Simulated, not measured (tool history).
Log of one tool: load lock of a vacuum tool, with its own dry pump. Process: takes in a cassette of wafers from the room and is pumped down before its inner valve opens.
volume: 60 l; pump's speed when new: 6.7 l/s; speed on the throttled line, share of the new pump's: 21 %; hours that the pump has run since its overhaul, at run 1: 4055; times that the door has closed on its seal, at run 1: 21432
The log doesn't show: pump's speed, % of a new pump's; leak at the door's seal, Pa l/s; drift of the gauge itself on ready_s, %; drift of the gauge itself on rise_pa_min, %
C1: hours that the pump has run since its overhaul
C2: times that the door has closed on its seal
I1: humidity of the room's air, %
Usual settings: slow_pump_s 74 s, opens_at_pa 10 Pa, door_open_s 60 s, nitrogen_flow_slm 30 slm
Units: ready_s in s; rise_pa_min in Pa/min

run 1 hour=0.0 | slow_pump_s=74 opens_at_pa=10 door_open_s=60 nitrogen_flow_slm=30 | C1=4055 C2=21432 | I1=44.9 | ready_s=145.3 rise_pa_min=0.073
run 2 hour=265.7 | slow_pump_s=74 opens_at_pa=10 door_open_s=60 nitrogen_flow_slm=30 | C1=4321 C2=22492 | I1=44.6 | ready_s=145.8 rise_pa_min=0.075
run 3 hour=698.6 | slow_pump_s=74 opens_at_pa=10 door_open_s=60 nitrogen_flow_slm=30 | C1=4754 C2=24219 | I1=42.3 | ready_s=145.5 rise_pa_min=0.075
run 4 hour=907.7 | slow_pump_s=74 opens_at_pa=10 door_open_s=60 nitrogen_flow_slm=30 | C1=4963 C2=25053 | I1=44.7 | ready_s=144.2 rise_pa_min=0.087
run 5 hour=1295.0 | slow_pump_s=74 opens_at_pa=10 door_open_s=59 nitrogen_flow_slm=30 | C1=5350 C2=26597 | I1=42.0 | ready_s=146.1 rise_pa_min=0.079
run 6 hour=1634.9 | slow_pump_s=74 opens_at_pa=10 door_open_s=59 nitrogen_flow_slm=30 | C1=5690 C2=27953 | I1=43.7 | ready_s=146.1 rise_pa_min=0.089
run 7 hour=1866.0 | slow_pump_s=74 opens_at_pa=10 door_open_s=59 nitrogen_flow_slm=30 | C1=5921 C2=28875 | I1=45.6 | ready_s=146.7 rise_pa_min=0.087
run 8 hour=2084.9 | slow_pump_s=74 opens_at_pa=10 door_open_s=59 nitrogen_flow_slm=30 | C1=6140 C2=29748 | I1=48.2 | ready_s=146.5 rise_pa_min=0.094
run 9 hour=2455.9 | slow_pump_s=74 opens_at_pa=10 door_open_s=100 nitrogen_flow_slm=30 | C1=6511 C2=31228 | I1=47.2 | ready_s=147.2 rise_pa_min=0.111
run 10 hour=2901.3 | slow_pump_s=48 opens_at_pa=10 door_open_s=100 nitrogen_flow_slm=30 | C1=6956 C2=33004 | I1=44.7 | ready_s=128.5 rise_pa_min=0.109
run 11 hour=3097.0 | slow_pump_s=48 opens_at_pa=10 door_open_s=100 nitrogen_flow_slm=30 | C1=7152 C2=33785 | I1=43.1 | ready_s=128.2 rise_pa_min=0.117
run 12 hour=3405.0 | slow_pump_s=48 opens_at_pa=10 door_open_s=100 nitrogen_flow_slm=30 | C1=7460 C2=35014 | I1=45.9 | ready_s=128.2 rise_pa_min=0.117
run 13 hour=3797.7 | slow_pump_s=74 opens_at_pa=10 door_open_s=60 nitrogen_flow_slm=30 | C1=7853 C2=36580 | I1=44.3 | ready_s=150.2 rise_pa_min=0.119
run 14 hour=4054.3 | slow_pump_s=74 opens_at_pa=10 door_open_s=48 nitrogen_flow_slm=30 | C1=8109 C2=37604 | I1=45.7 | ready_s=150.4 rise_pa_min=0.115
run 15 hour=4263.4 | slow_pump_s=74 opens_at_pa=10 door_open_s=48 nitrogen_flow_slm=9 | C1=8319 C2=38437 | I1=41.2 | ready_s=149.5 rise_pa_min=0.133
run 16 hour=4548.2 | slow_pump_s=57 opens_at_pa=10 door_open_s=135 nitrogen_flow_slm=5 | C1=8603 C2=39573 | I1=46.2 | ready_s=137.2 rise_pa_min=0.173
run 17 hour=4734.2 | slow_pump_s=84 opens_at_pa=10 door_open_s=135 nitrogen_flow_slm=8 | C1=8789 C2=40315 | I1=45.9 | ready_s=156.5 rise_pa_min=0.166
-- hour=5141.0 dry pump taken out, an overhauled one fitted
run 18 hour=5144.8 | slow_pump_s=74 opens_at_pa=17 door_open_s=60 nitrogen_flow_slm=30 | C1=4 C2=41929 | I1=42.7 | ready_s=136.2 rise_pa_min=0.136
run 19 hour=5403.2 | slow_pump_s=74 opens_at_pa=17 door_open_s=60 nitrogen_flow_slm=30 | C1=262 C2=42960 | I1=42.1 | ready_s=136.6 rise_pa_min=0.141
run 20 hour=5676.5 | slow_pump_s=74 opens_at_pa=10 door_open_s=64 nitrogen_flow_slm=6 | C1=536 C2=44050 | I1=44.9 | ready_s=142.4 rise_pa_min=0.162
run 21 hour=6062.7 | slow_pump_s=74 opens_at_pa=10 door_open_s=64 nitrogen_flow_slm=6 | C1=922 C2=45591 | I1=48.4 | ready_s=141.3 rise_pa_min=0.174
run 22 hour=6508.0 | slow_pump_s=93 opens_at_pa=9 door_open_s=60 nitrogen_flow_slm=45 | C1=1367 C2=47367 | I1=43.8 | ready_s=158.2 rise_pa_min=0.158
run 23 hour=6941.8 | slow_pump_s=74 opens_at_pa=10 door_open_s=26 nitrogen_flow_slm=30 | C1=1801 C2=49097 | I1=45.0 | ready_s=142.2 rise_pa_min=0.166
run 24 hour=7208.0 | slow_pump_s=66 opens_at_pa=10 door_open_s=173 nitrogen_flow_slm=30 | C1=2067 C2=50159 | I1=45.5 | ready_s=135.6 rise_pa_min=0.196
run 25 hour=7402.9 | slow_pump_s=66 opens_at_pa=10 door_open_s=173 nitrogen_flow_slm=30 | C1=2262 C2=50936 | I1=43.3 | ready_s=137.4 rise_pa_min=0.197
run 26 hour=7638.6 | slow_pump_s=66 opens_at_pa=10 door_open_s=173 nitrogen_flow_slm=30 | C1=2498 C2=51876 | I1=46.6 | ready_s=136.5 rise_pa_min=0.205
run 27 hour=8044.4 | slow_pump_s=74 opens_at_pa=15 door_open_s=88 nitrogen_flow_slm=30 | C1=2903 C2=53495 | I1=43.4 | ready_s=139.2 rise_pa_min=0.198
run 28 hour=8276.2 | slow_pump_s=74 opens_at_pa=15 door_open_s=187 nitrogen_flow_slm=12 | C1=3135 C2=54420 | I1=46.1 | ready_s=139.3 rise_pa_min=0.238
run 29 hour=8614.4 | slow_pump_s=74 opens_at_pa=15 door_open_s=187 nitrogen_flow_slm=12 | C1=3473 C2=55769 | I1=42.8 | ready_s=142.0 rise_pa_min=0.238

3 ways to go on from here, each from the tool as it stands after run 29. What would each give?
run A hour=8885.9 | slow_pump_s=74 opens_at_pa=10 door_open_s=60 nitrogen_flow_slm=14 | C1=3745 C2=56852 | I1=44.6 | ready_s=? rise_pa_min=?
run B hour=8885.9 | slow_pump_s=89 opens_at_pa=15 door_open_s=187 nitrogen_flow_slm=37 | C1=3745 C2=56852 | I1=43.9 | ready_s=? rise_pa_min=?
run C hour=8885.9 | slow_pump_s=74 opens_at_pa=14 door_open_s=185 nitrogen_flow_slm=34 | C1=3745 C2=56852 | I1=42.9 | ready_s=? rise_pa_min=?

run=A ready_s=146.3 rise_pa_min=0.218
run=B ready_s=152.4 rise_pa_min=0.219
run=C ready_s=140.0 rise_pa_min=0.218
Without the tool's hidden state the same runs would have given:
run=A ready_s=142.3 rise_pa_min=0.042
run=B ready_s=148.9 rise_pa_min=0.046
run=C ready_s=136.5 rise_pa_min=0.047

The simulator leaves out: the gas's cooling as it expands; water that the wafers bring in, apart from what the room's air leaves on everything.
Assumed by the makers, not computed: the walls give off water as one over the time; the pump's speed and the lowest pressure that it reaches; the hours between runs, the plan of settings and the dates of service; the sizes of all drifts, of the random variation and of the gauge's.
